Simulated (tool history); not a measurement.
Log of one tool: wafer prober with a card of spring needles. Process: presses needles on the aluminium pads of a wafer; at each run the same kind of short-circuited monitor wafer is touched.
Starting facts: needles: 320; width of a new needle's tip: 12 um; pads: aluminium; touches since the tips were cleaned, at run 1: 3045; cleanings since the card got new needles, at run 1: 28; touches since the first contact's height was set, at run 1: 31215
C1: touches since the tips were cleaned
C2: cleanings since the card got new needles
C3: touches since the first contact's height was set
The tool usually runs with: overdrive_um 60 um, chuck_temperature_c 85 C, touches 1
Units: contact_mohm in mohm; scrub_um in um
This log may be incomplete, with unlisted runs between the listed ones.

Run 1, day 0.000: usual settings; C1 3045; C2 28; C3 31215. Result: contact_mohm 120 mohm, scrub_um 12.92 um.
At day 0.175: tips cleaned on abrasive film.
At day 0.633: tips cleaned on abrasive film.
Run 2, day 0.662: usual settings; C1 347; C2 30; C3 38827. Result: contact_mohm 119 mohm, scrub_um 12.86 um.
At day 1.075: tips cleaned on abrasive film.
Run 3, day 1.388: usual settings; C1 3649; C2 31; C3 47212. Result: contact_mohm 120 mohm, scrub_um 12.88 um.
At day 1.500: tips cleaned on abrasive film.
Run 4, day 1.883: usual settings; C1 4452; C2 32; C3 52957. Result: contact_mohm 120 mohm, scrub_um 12.86 um.
At day 1.946: tips cleaned on abrasive film.
At day 2.400: tips cleaned on abrasive film.
Run 5, day 2.583: usual settings; C1 2142; C2 34; C3 61001. Result: contact_mohm 119 mohm, scrub_um 12.85 um.
At day 2.858: tips cleaned on abrasive film.
Run 6, day 2.967: usual settings but overdrive_um 51 um, chuck_temperature_c 69 C, touches 3; C1 1264; C2 35; C3 65434. Result: contact_mohm 119 mohm, scrub_um 10.94 um.
At day 3.150: height of the first contact set anew.
At day 3.333: tips cleaned on abrasive film.
Run 7, day 3.671: usual settings but overdrive_um 61 um; C1 3961; C2 36; C3 6018. Result: contact_mohm 118 mohm, scrub_um 13.05 um.
At day 3.812: tips cleaned on abrasive film.
At day 4.238: tips cleaned on abrasive film.
Run 8, day 4.338: usual settings but overdrive_um 61 um; C1 1161; C2 38; C3 13685. Result: contact_mohm 120 mohm, scrub_um 13.08 um.
At day 4.675: tips cleaned on abrasive film.
Run 9, day 4.912: usual settings but overdrive_um 47 um, chuck_temperature_c 107 C, touches 2; C1 2753; C2 39; C3 20334. Result: contact_mohm 125 mohm, scrub_um 10.14 um.

Forecast run 10:
At day 5.121: tips cleaned on abrasive film.
Run 10, day 5.246: usual settings but overdrive_um 73 um, chuck_temperature_c 90 C, touches 2; C1 1457; C2 40; C3 24167. Result: contact_mohm ?, scrub_um ?.

{"run 10": {"contact_mohm": 117, "scrub_um": 15.67}}
Take away the tool's hidden state, keep the run-to-run variation as it was, and the same run would have given contact_mohm 117 mohm, scrub_um 15.67 um.
